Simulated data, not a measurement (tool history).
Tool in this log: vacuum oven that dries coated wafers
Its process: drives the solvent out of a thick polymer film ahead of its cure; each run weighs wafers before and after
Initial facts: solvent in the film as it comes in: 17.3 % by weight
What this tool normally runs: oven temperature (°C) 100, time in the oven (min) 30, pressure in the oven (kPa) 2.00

run,hour,oven temperature (°C),time in the oven (min),pressure in the oven (kPa),solvent left in the film (%)
1,0.0,100,30,2.00,1.71
2,7.9,100,30,1.03,1.08
3,23.4,100,17,1.03,2.58
4,36.9,100,17,1.03,2.61
5,50.7,100,17,1.03,2.60
6,67.2,100,17,1.03,2.60
7,74.6,99,30,2.00,1.84
8,83.3,100,30,6.13,4.29
9,97.2,100,44,2.00,1.36
10,108.3,100,30,6.97,4.83
11,122.9,100,19,6.97,5.71
12,139.9,100,19,6.97,5.63
13,157.1,100,30,4.03,2.97
14,170.8,100,30,1.55,1.44
15,184.0,100,30,1.55,1.43
16,195.1,94,30,2.00,2.89
17,203.2,94,30,2.00,2.86
18,216.3,94,30,2.00,2.89
19,228.0,100,30,1.41,1.31
20,235.7,91,35,1.01,2.39
21,244.3,100,41,5.42,3.59
22,256.5,100,41,5.42,3.58
23,271.4,100,41,5.42,3.60
24,279.0,97,41,2.34,1.99
25,293.8,94,40,1.14,1.51
26,302.6,100,18,2.19,3.06
27,312.9,99,17,1.78,3.30

Not shown: 1 entry that the log had between the listed runs. Between which runs, and how does the tool's hidden state differ before and after?
Between runs 13 and 14: oven's thermocouples calibrated (hour 161.2)
  true wafer temperature over the reading, C: 0.04 -> 0
